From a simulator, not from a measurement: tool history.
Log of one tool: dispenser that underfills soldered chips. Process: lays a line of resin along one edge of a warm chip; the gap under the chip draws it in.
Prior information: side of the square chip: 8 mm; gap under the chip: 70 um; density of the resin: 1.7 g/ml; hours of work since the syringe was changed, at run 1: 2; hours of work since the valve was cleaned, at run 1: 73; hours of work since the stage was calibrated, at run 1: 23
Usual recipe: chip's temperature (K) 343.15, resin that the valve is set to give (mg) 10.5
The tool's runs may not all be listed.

run,day,chip's temperature (K),resin that the valve is set to give (mg),hours of work since the syringe was changed,hours of work since the valve was cleaned,hours of work since the stage was calibrated,time until the resin shows at the far edge (s),resin that the valve gave (mg)
1,0,343.15,10.5,2,73,23,88.8,9.95
2,0.171,343.15,10.5,5,76,26,107.3,9.92
# day 0.292: dispensing valve cleaned and set on the balance
# day 0.438: new syringe of resin
3,0.525,343.15,10.5,2,4,32,85.1,10.54
4,0.846,343.15,10.5,8,10,38,116.9,10.52
# day 0.942: new syringe of resin
5,1.017,343.15,10.5,1,13,41,84.3,10.42
6,1.321,343.15,10.5,7,19,46,114,10.35
# day 1.442: new syringe of resin
7,1.588,343.15,10.5,3,24,51,90.3,10.36
8,1.883,343.15,10.5,8,29,57,121.4,10.31
# day 1.946: new syringe of resin
9,2.112,343.15,10.5,3,33,61,89.9,10.22
10,2.258,343.15,10.5,6,36,64,105.9,10.24
# day 2.438: new syringe of resin
11,2.462,343.15,11.1,0,40,67,80.3,10.77
12,2.817,343.15,11.1,7,47,74,113.1,10.82
# day 2.958: new syringe of resin
13,3.108,343.15,11.1,3,52,79,91.7,10.73
14,3.396,343.15,11.1,8,57,85,119.6,10.73
# day 3.475: new syringe of resin
15,3.575,343.15,10.5,2,60,88,86.1,10.06
16,3.838,343.15,10.5,7,65,93,115.2,10.12
# day 3.975: new syringe of resin
17,4.029,343.15,10.5,1,69,96,81.9,10.05
18,4.221,343.15,10.5,5,72,100,103,9.97
19,4.4,343.15,10.5,8,76,103,118.7,9.97
# day 4.483: new syringe of resin
# day 4.575: dispensing valve cleaned and set on the balance
20,4.617,343.15,10.5,2,1,106,87.9,10.53
21,4.917,336.15,12.5,7,6,112,148.6,12.41
# day 5.038: new syringe of resin
22,5.217,349.15,10.4,3,12,117,78.4,10.39
23,5.45,354.15,13.1,8,16,122,79.7,13.05
# day 5.546: new syringe of resin
24,5.633,354.15,13.1,2,20,125,57,12.93
25,5.896,328.15,13.3,7,25,130,192.1,13.16
# day 6.042: new syringe of resin
26,6.242,332.15,13.3,4,31,136,139.6,13.09
27,6.467,332.15,13.3,8,35,141,178,13.04
# day 6.538: new syringe of resin
28,6.729,332.15,13.3,4,40,145,145.5,13.02
# day 7.033: new syringe of resin
29,7.054,332.15,13.3,0,46,151,119.2,12.9
30,7.2,335.15,10.6,3,49,154,127.6,10.3
31,7.375,343.15,11.2,7,52,157,110.3,10.84
# day 7.55: new syringe of resin
32,7.625,343.15,11.2,1,56,162,83.7,10.83
33,7.892,336.15,12.8,6,61,167,140.3,12.29
# day 8.062: new syringe of resin
34,8.208,357.15,10.4,3,67,173,55.8,9.97
35,8.521,357.15,10.4,9,73,179,77.2,10

Results per run with the tool's hidden condition removed, run-to-run variation unchanged:
What the log doesn't record here: resin's viscosity, % of fresh resin's; dose that the valve gives, % of what is set; true chip temperature over the reading, C; drift of the gauge itself on fill_s, %; drift of the gauge itself on given_mg, %.
run,time until the resin shows at the far edge (s),resin that the valve gave (mg)
1,76.4,10.47
2,78,10.47
3,77,10.55
4,76.8,10.57
5,76.2,10.49
6,76.1,10.46
7,76.4,10.51
8,76.3,10.49
9,75.4,10.43
10,76.9,10.47
11,76.3,11.03
12,75.9,11.14
13,76.1,11.08
14,74.2,11.11
15,76,10.44
16,78.4,10.54
17,75.4,10.5
18,78.6,10.44
19,75.6,10.46
20,77,10.54
21,96.7,12.46
22,63.1,10.46
23,51,13.19
24,50.4,13.08
25,130.4,13.37
26,110.7,13.35
27,113.3,13.33
28,115.1,13.35
29,111.6,13.28
30,102.8,10.62
31,75,11.19
32,74.7,11.21
33,96.7,12.77
34,46.9,10.39
35,47.8,10.46
